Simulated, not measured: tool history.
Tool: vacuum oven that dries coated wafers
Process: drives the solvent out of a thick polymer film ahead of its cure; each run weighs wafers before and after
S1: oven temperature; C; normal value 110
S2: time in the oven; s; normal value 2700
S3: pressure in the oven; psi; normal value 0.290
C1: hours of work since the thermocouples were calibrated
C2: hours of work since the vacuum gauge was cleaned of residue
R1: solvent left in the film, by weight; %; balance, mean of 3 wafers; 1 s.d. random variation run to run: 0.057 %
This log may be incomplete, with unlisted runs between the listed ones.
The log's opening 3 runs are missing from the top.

run,hour,S1,S2,S3,C1,C2,R1
4,31.2,110,3240,0.290,722,239,2.53
5,40.8,101,3240,0.290,726,244,4.91
6,54.0,101,3240,0.290,733,250,4.95
7,67.8,101,3240,0.290,740,257,4.87
8,81.6,110,2460,0.290,747,265,3.21
9,94.0,110,2460,0.996,754,271,7.70
10,104.1,110,2700,0.487,759,276,4.01
11,111.9,110,2700,0.487,763,280,4.16
12,127.3,110,2700,0.290,770,288,2.83
13,141.2,110,2700,0.290,778,295,2.85
14,150.1,110,2700,0.290,782,299,2.89
15,157.4,110,2700,0.290,786,303,2.95
16,168.5,110,2700,0.290,791,309,2.97
17,185.3,99,2700,0.290,800,317,6.48
18,192.3,99,4680,0.290,804,321,4.41
19,207.7,99,4680,0.290,811,329,4.25
20,222.1,99,4680,0.290,819,336,4.32
21,234.5,110,2700,0.290,825,342,2.93
22,241.5,110,2700,0.290,829,346,2.96
23,249.3,110,3000,0.290,833,350,2.67
24,260.1,110,3000,0.290,838,355,2.68
25,272.7,121,3000,0.290,844,362,1.48

Predict the results of run 26:
26,285.6,111,2940,0.332,851,368,?

For run 26 the tool returned R1 2.81 %.
Minus the tool's unlogged condition, the same run would have read R1 2.55 %.

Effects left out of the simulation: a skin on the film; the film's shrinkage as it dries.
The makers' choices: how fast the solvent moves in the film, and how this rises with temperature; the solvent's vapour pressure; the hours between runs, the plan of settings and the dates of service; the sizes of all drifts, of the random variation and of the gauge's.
